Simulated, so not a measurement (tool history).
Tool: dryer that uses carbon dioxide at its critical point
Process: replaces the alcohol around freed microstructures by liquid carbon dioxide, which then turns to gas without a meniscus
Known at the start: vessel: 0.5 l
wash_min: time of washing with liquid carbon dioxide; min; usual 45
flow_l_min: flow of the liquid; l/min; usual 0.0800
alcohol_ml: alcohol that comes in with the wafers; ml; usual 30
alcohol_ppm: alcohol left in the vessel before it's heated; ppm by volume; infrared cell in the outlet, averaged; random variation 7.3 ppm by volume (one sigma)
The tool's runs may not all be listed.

run   hour  wash_min  flow_l_min  alcohol_ml  alcohol_ppm
  1    0.0        45      0.0800          30          454
  2    9.6        45      0.0800          30          457
  3   21.4        45      0.0800          81         1111
  4   27.5        45      0.0800          81         1160
  5   33.5        45      0.0559          81         4737
  6   42.1        45      0.0559          81         4853
  7   50.7        45      0.0559          81         4926
  8   56.6        45      0.0800          30          453
  9   63.1        45      0.0800          30          481
 10   69.3        45      0.0800          83         1211
 11   80.5        30      0.0800          83         6074
 12   92.7        30      0.0800          83         6132
 13  105.2        30      0.0800          83         6225
 14  116.3        59      0.0595          59          979
 15  129.4        43      0.0595          72         4143
 16  137.8        43      0.0595          72         4193
 17  146.7        56      0.0972          24           86
 18  155.1        56      0.0972          24          100
 19  161.7        27      0.0629          30         5856
 20  169.8        34      0.0596          30         3758
 21  183.0        42      0.0973         104          855
 22  194.0        42      0.0973         104          858
 23  201.4        45      0.0825          37          527
 24  211.7        48      0.0538          90         5322

Forecast each of these 5 alternatives for the next run:
  A  217.1        48      0.0556          69            ?
  B  217.1        62      0.0538          49            ?
  C  217.1        45      0.0696          51            ?
  D  217.1        45      0.1104          37            ?
  E  217.1        30      0.0538          90            ?

run  alcohol_ppm
  A         3593
  B         1034
  C         1433
  D          154
  E        19623
Without the tool's hidden state the same runs would have given:
run  alcohol_ppm
  A         2995
  B          793
  C         1132
  D           69
  E        17714
